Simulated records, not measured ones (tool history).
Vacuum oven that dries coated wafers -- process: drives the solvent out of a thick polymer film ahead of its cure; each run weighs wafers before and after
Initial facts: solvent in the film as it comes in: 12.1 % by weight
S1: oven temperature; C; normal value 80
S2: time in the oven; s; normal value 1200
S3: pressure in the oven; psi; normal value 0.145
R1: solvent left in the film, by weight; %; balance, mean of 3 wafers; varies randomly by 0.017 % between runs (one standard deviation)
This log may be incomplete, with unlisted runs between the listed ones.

run	hour	S1	S2	S3	R1
1	0	80	1200	0.145	1.27
2	21.2	68	1200	0.145	3.11
3	45.6	68	1200	0.145	3.11
4	57	72	1200	0.145	2.41
5	77.2	72	1200	0.145	2.4
6	89.2	80	1680	0.145	0.8
7	100.6	80	1680	0.145	0.81
8	120.8	76	660	0.145	3.61
9	146.7	86	1140	0.075	0.63
# hour 149.7: vacuum gauge cleaned of residue and calibrated
10	171.8	86	1140	0.075	0.67
11	195.4	86	1140	0.075	0.66
12	211.1	94	840	0.287	0.94
13	229.8	80	1740	0.145	0.84

Measured less the same run without the tool's hidden state. The same run-to-run variation is in both; the gauge's scatter may not be:
Unlogged tool condition in this case: true wafer temperature over the reading, C; true pressure over the reading, kPa; drift of the gauge itself on solvent_pct, %.
run	R1
1	+0.18
2	+0.32
3	+0.33
4	+0.29
5	+0.3
6	+0.14
7	+0.14
8	+0.33
9	+0.13
10	+0.16
11	+0.16
12	+0.15
13	+0.18
